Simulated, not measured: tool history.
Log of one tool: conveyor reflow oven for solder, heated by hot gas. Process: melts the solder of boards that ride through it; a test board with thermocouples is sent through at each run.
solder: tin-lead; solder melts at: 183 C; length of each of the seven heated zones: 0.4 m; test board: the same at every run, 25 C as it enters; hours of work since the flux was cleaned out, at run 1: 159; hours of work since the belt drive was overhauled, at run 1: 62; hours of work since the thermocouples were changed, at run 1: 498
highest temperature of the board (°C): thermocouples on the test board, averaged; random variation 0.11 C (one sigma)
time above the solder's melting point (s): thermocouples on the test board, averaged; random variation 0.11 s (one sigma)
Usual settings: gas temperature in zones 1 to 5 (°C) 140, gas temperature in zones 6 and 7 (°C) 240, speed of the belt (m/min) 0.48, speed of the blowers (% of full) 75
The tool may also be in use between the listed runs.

| run | hour | gas temperature in zones 1 to 5 (°C) | gas temperature in zones 6 and 7 (°C) | speed of the belt (m/min) | speed of the blowers (% of full) | hours of work since the flux was cleaned out | hours of work since the belt drive was overhauled | hours of work since the thermocouples were changed | highest temperature of the board (°C) | time above the solder's melting point (s) |
|---|---|---|---|---|---|---|---|---|---|---|
| 1 | 0 | 140 | 240 | 0.48 | 75 | 159 | 62 | 498 | 226.7 | 84.4 |
| 2 | 22.3 | 140 | 240 | 0.48 | 75 | 169 | 72 | 508 | 226.6 | 84.3 |
| 3 | 56.9 | 140 | 240 | 0.48 | 75 | 185 | 88 | 524 | 226.5 | 84.4 |
| 4 | 76.2 | 140 | 240 | 0.48 | 75 | 194 | 97 | 532 | 226.5 | 84.6 |
| 5 | 113.4 | 140 | 240 | 0.48 | 75 | 211 | 114 | 550 | 226.5 | 84.5 |
| 6 | 135.2 | 140 | 240 | 0.48 | 75 | 221 | 124 | 559 | 226.4 | 84.4 |
| 7 | 157.4 | 140 | 240 | 0.48 | 75 | 231 | 134 | 570 | 226.5 | 84.5 |
| 8 | 178.5 | 140 | 240 | 0.48 | 75 | 241 | 144 | 579 | 226.6 | 84.5 |
| 9 | 207.3 | 140 | 240 | 0.48 | 75 | 254 | 157 | 593 | 226.4 | 84.5 |
| 10 | 232.2 | 140 | 240 | 0.48 | 75 | 265 | 169 | 604 | 226.5 | 84.5 |
| 11 | 255.9 | 140 | 240 | 0.48 | 75 | 276 | 180 | 615 | 226.4 | 84.5 |
| 12 | 283.6 | 140 | 240 | 0.48 | 75 | 289 | 192 | 628 | 226.5 | 84.5 |
|  | 291.5 | flux residue cleaned out of gas plates and filters |
| 13 | 328 | 140 | 240 | 0.398 | 75 | 17 | 210 | 646 | 231.4 | 107 |
| 14 | 356.7 | 140 | 235 | 0.398 | 75 | 30 | 223 | 659 | 226.5 | 103.5 |
| 15 | 382 | 140 | 235 | 0.398 | 75 | 41 | 235 | 670 | 226.4 | 103.3 |
| 16 | 401.3 | 131 | 240 | 0.547 | 69 | 50 | 244 | 679 | 219.5 | 64.8 |
| 17 | 432.6 | 153 | 240 | 0.464 | 75 | 65 | 258 | 693 | 229.4 | 95.6 |
| 18 | 455.1 | 146 | 248 | 0.395 | 78 | 75 | 269 | 704 | 239.8 | 116 |
| 19 | 489.3 | 150 | 229 | 0.457 | 67 | 91 | 284 | 720 | 218.3 | 87.5 |
| 20 | 521.4 | 150 | 251 | 0.468 | 59 | 105 | 299 | 734 | 236 | 98.1 |
| 21 | 538.4 | 137 | 232 | 0.541 | 59 | 113 | 307 | 742 | 212.4 | 60.7 |

Forecast run 22:
| 22 | 573.1 | 126 | 230 | 0.509 | 59 | 129 | 323 | 758 | ? | ? |

{"run 22": {"highest temperature of the board (°C)": 210.7, "time above the solder's melting point (s)": 58.7}}
Without the tool's hidden state the same run would have given highest temperature of the board (°C) 210.7, time above the solder's melting point (s) 58.6.
